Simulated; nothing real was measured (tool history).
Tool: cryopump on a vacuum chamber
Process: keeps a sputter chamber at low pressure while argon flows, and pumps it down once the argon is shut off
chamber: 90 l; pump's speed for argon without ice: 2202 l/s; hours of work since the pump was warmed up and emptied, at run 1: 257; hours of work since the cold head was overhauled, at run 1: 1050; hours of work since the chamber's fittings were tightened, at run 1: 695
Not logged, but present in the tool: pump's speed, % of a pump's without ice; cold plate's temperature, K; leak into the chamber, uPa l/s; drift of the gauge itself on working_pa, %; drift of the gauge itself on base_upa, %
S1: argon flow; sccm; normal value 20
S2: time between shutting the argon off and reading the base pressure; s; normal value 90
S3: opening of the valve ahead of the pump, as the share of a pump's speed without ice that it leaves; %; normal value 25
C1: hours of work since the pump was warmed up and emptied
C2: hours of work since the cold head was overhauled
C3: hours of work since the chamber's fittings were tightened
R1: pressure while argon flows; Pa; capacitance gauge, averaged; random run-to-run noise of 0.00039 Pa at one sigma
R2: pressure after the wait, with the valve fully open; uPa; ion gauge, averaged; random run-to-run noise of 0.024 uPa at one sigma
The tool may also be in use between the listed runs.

| run | hour | S1 | S2 | S3 | C1 | C2 | C3 | R1 | R2 |
|---|---|---|---|---|---|---|---|---|---|
| 1 | 0.0 | 20 | 90 | 25 | 257 | 1050 | 695 | 0.0626 | 1.21 |
| 2 | 69.8 | 20 | 90 | 25 | 298 | 1091 | 736 | 0.0626 | 1.24 |
| 3 | 116.4 | 11 | 90 | 25 | 326 | 1119 | 764 | 0.0350 | 1.27 |
| 4 | 182.3 | 11 | 90 | 25 | 365 | 1158 | 803 | 0.0353 | 1.25 |
| 5 | 250.6 | 20 | 90 | 51 | 405 | 1198 | 843 | 0.0324 | 1.30 |
| 6 | 303.7 | 20 | 90 | 51 | 437 | 1230 | 875 | 0.0325 | 1.34 |
| 7 | 359.1 | 11 | 90 | 25 | 469 | 1262 | 907 | 0.0354 | 1.38 |
| 8 | 419.3 | 20 | 90 | 37 | 505 | 1298 | 943 | 0.0449 | 1.40 |
| 9 | 463.4 | 20 | 90 | 37 | 531 | 1324 | 969 | 0.0455 | 1.43 |
| 10 | 526.0 | 20 | 90 | 25 | 568 | 1361 | 1006 | 0.0651 | 1.45 |
| 11 | 565.9 | 20 | 90 | 25 | 592 | 1385 | 1030 | 0.0651 | 1.51 |
| 12 | 624.9 | 20 | 90 | 25 | 627 | 1420 | 1065 | 0.0655 | 1.52 |
| 13 | 672.8 | 20 | 90 | 25 | 655 | 1448 | 1093 | 0.0656 | 1.52 |
| 14 | 741.6 | 20 | 90 | 53 | 696 | 1489 | 1134 | 0.0341 | 1.61 |
| 15 | 784.7 | 20 | 90 | 57 | 721 | 1514 | 1159 | 0.0321 | 1.54 |
|  | 820.0 | pump warmed up, emptied and cooled again |
| 16 | 841.0 | 20 | 90 | 57 | 12 | 1545 | 1190 | 0.0276 | 1.42 |
| 17 | 889.7 | 20 | 90 | 25 | 41 | 1573 | 1218 | 0.0622 | 1.40 |
| 18 | 940.4 | 20 | 90 | 25 | 71 | 1603 | 1248 | 0.0614 | 1.45 |
| 19 | 973.3 | 20 | 90 | 25 | 91 | 1623 | 1268 | 0.0629 | 1.43 |
| 20 | 1032.9 | 20 | 90 | 25 | 126 | 1658 | 1303 | 0.0623 | 1.49 |
| 21 | 1072.8 | 20 | 90 | 15 | 150 | 1682 | 1327 | 0.1024 | 1.53 |
| 22 | 1106.6 | 20 | 90 | 15 | 170 | 1702 | 1347 | 0.1031 | 1.47 |
| 23 | 1175.5 | 20 | 90 | 15 | 210 | 1742 | 1388 | 0.1038 | 1.59 |
| 24 | 1205.2 | 20 | 90 | 15 | 228 | 1760 | 1405 | 0.1042 | 1.62 |
| 25 | 1260.3 | 20 | 90 | 15 | 261 | 1793 | 1438 | 0.1041 | 1.61 |
| 26 | 1291.4 | 10 | 49 | 34 | 279 | 1811 | 1456 | 0.0233 | 2.18 |
| 27 | 1355.9 | 10 | 49 | 34 | 317 | 1849 | 1494 | 0.0241 | 2.19 |
| 28 | 1421.1 | 18 | 90 | 25 | 356 | 1888 | 1533 | 0.0564 | 1.63 |
| 29 | 1489.6 | 20 | 71 | 32 | 396 | 1928 | 1573 | 0.0504 | 1.93 |
| 30 | 1536.8 | 20 | 71 | 32 | 424 | 1956 | 1601 | 0.0512 | 1.99 |
| 31 | 1604.3 | 14 | 71 | 58 | 464 | 1996 | 1641 | 0.0206 | 1.99 |
| 32 | 1640.1 | 15 | 69 | 58 | 485 | 2017 | 1663 | 0.0230 | 2.04 |
| 33 | 1688.8 | 20 | 31 | 50 | 514 | 2046 | 1691 | 0.0348 | 3.11 |
| 34 | 1747.6 | 20 | 31 | 50 | 549 | 2081 | 1726 | 0.0346 | 3.15 |

The logged runs with the hidden state left out (each run's random variation unchanged):
| run | R1 | R2 |
|---|---|---|
| 1 | 0.0611 | 0.85 |
| 2 | 0.0608 | 0.86 |
| 3 | 0.0339 | 0.87 |
| 4 | 0.0340 | 0.82 |
| 5 | 0.0299 | 0.84 |
| 6 | 0.0297 | 0.84 |
| 7 | 0.0337 | 0.86 |
| 8 | 0.0416 | 0.83 |
| 9 | 0.0419 | 0.84 |
| 10 | 0.0613 | 0.84 |
| 11 | 0.0611 | 0.87 |
| 12 | 0.0612 | 0.84 |
| 13 | 0.0610 | 0.83 |
| 14 | 0.0291 | 0.87 |
| 15 | 0.0268 | 0.79 |
| 16 | 0.0274 | 0.85 |
| 17 | 0.0618 | 0.82 |
| 18 | 0.0608 | 0.84 |
| 19 | 0.0622 | 0.80 |
| 20 | 0.0614 | 0.85 |
| 21 | 0.1014 | 0.85 |
| 22 | 0.1019 | 0.79 |
| 23 | 0.1023 | 0.86 |
| 24 | 0.1027 | 0.87 |
| 25 | 0.1023 | 0.85 |
| 26 | 0.0223 | 1.40 |
| 27 | 0.0230 | 1.39 |
| 28 | 0.0542 | 0.80 |
| 29 | 0.0477 | 1.02 |
| 30 | 0.0482 | 1.05 |
| 31 | 0.0183 | 1.03 |
| 32 | 0.0204 | 1.06 |
| 33 | 0.0311 | 2.12 |
| 34 | 0.0306 | 2.11 |

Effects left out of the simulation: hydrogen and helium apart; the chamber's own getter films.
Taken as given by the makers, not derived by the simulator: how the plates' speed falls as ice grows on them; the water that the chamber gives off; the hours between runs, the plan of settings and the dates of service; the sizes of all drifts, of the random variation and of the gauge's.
